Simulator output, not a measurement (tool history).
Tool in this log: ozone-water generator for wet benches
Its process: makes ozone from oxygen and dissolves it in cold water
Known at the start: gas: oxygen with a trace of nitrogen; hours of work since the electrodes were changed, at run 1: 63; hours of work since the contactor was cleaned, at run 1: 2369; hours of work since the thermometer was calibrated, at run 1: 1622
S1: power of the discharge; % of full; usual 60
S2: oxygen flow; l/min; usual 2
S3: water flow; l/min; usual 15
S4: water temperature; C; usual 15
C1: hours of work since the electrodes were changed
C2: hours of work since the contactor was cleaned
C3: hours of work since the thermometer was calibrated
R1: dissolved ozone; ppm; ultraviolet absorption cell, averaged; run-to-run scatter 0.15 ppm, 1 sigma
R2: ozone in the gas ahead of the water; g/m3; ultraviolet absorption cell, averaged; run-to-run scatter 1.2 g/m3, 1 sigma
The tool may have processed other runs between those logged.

run 1 day=0 | S1=60 S2=2 S3=15 S4=15 | C1=63 C2=2369 C3=1622 | R1=18.6 R2=227.2
run 2 day=1.25 | S1=60 S2=2 S3=15 S4=15 | C1=89 C2=2394 C3=1647 | R1=18.7 R2=229.9
run 3 day=2.725 | S1=60 S2=2 S3=15 S4=15 | C1=119 C2=2424 C3=1677 | R1=18.3 R2=228
run 4 day=4.004 | S1=60 S2=2 S3=15 S4=15 | C1=145 C2=2450 C3=1703 | R1=18.8 R2=228
run 5 day=5.988 | S1=60 S2=2 S3=15 S4=15 | C1=185 C2=2490 C3=1743 | R1=18.4 R2=226.6
run 6 day=7.742 | S1=60 S2=2 S3=15 S4=10 | C1=221 C2=2526 C3=1779 | R1=19.3 R2=227.3
run 7 day=8.571 | S1=60 S2=2.46 S3=15 S4=15 | C1=238 C2=2543 C3=1796 | R1=18.4 R2=198.3
run 8 day=10.554 | S1=60 S2=2 S3=15 S4=18 | C1=278 C2=2583 C3=1836 | R1=17.8 R2=226
run 9 day=11.475 | S1=60 S2=2 S3=15 S4=18 | C1=297 C2=2602 C3=1855 | R1=18.1 R2=226.2
run 10 day=12.692 | S1=60 S2=2 S3=15 S4=18 | C1=321 C2=2627 C3=1880 | R1=17.8 R2=228.3
run 11 day=13.771 | S1=60 S2=2 S3=15 S4=18 | C1=343 C2=2649 C3=1902 | R1=17.5 R2=226.8
run 12 day=14.675 | S1=60 S2=2 S3=15 S4=18 | C1=362 C2=2667 C3=1920 | R1=17.7 R2=225.1
run 13 day=15.933 | S1=60 S2=2 S3=15 S4=15 | C1=387 C2=2693 C3=1946 | R1=18.3 R2=227.9
run 14 day=17.3 | S1=60 S2=2 S3=17 S4=15 | C1=415 C2=2721 C3=1974 | R1=15.9 R2=226
run 15 day=18.588 | S1=60 S2=2 S3=15 S4=15 | C1=441 C2=2747 C3=2000 | R1=18.5 R2=224.8
run 16 day=19.988 | S1=64 S2=2 S3=15 S4=8 | C1=470 C2=2775 C3=2028 | R1=20.4 R2=238.3
run 17 day=20.921 | S1=89 S2=2 S3=13 S4=15 | C1=489 C2=2794 C3=2047 | R1=28.8 R2=314
run 18 day=22.646 | S1=89 S2=2 S3=13 S4=15 | C1=524 C2=2829 C3=2082 | R1=28.8 R2=310.6
run 19 day=23.633 | S1=89 S2=2 S3=13 S4=15 | C1=544 C2=2850 C3=2103 | R1=28.9 R2=312
run 20 day=25.212 | S1=89 S2=2 S3=13 S4=15 | C1=576 C2=2882 C3=2135 | R1=28.5 R2=310.6
run 21 day=26.388 | S1=60 S2=2.53 S3=15 S4=15 | C1=600 C2=2906 C3=2159 | R1=18.1 R2=190
run 22 day=27.558 | S1=60 S2=2 S3=15 S4=14 | C1=624 C2=2929 C3=2182 | R1=18.4 R2=224.8
run 23 day=29.471 | S1=57 S2=1.34 S3=24 S4=9 | C1=663 C2=2968 C3=2221 | R1=9.9 R2=280.7
run 24 day=31.508 | S1=42 S2=1.45 S3=10 S4=14 | C1=704 C2=3010 C3=2263 | R1=19.7 R2=206.3
run 25 day=32.467 | S1=42 S2=1.45 S3=10 S4=14 | C1=724 C2=3029 C3=2282 | R1=19.5 R2=208.5
run 26 day=34.504 | S1=54 S2=2 S3=15 S4=15 | C1=765 C2=3071 C3=2324 | R1=16.8 R2=205.3
run 27 day=35.979 | S1=87 S2=2 S3=15 S4=15 | C1=795 C2=3101 C3=2354 | R1=24.5 R2=302.9
run 28 day=37.9 | S1=87 S2=2 S3=15 S4=15 | C1=835 C2=3140 C3=2393 | R1=24.4 R2=302.3
run 29 day=39.133 | S1=87 S2=2 S3=15 S4=15 | C1=860 C2=3165 C3=2418 | R1=24.1 R2=299.2
run 30 day=40.825 | S1=87 S2=2 S3=15 S4=15 | C1=894 C2=3199 C3=2452 | R1=24.2 R2=296.8

4 options for the next run, each taken on its own from the tool as it stands now. Forecast them:
run A day=41.675 | S1=56 S2=2 S3=9 S4=22 | C1=911 C2=3217 C3=2470 | R1=? R2=?
run B day=41.675 | S1=60 S2=1.59 S3=15 S4=20 | C1=911 C2=3217 C3=2470 | R1=? R2=?
run C day=41.675 | S1=63 S2=2 S3=24 S4=15 | C1=911 C2=3217 C3=2470 | R1=? R2=?
run D day=41.675 | S1=65 S2=2 S3=15 S4=15 | C1=911 C2=3217 C3=2470 | R1=? R2=?

run=A R1=24.1 R2=207.8
run=B R1=16.9 R2=260.1
run=C R1=11.3 R2=230.6
run=D R1=19.1 R2=238.5
Stripped of hidden state, with their random variation kept, the same runs would have yielded:
run=A R1=25.4 R2=214.1
run=B R1=18.1 R2=268.6
run=C R1=12.2 R2=238.4
run=D R1=20.5 R2=246.7
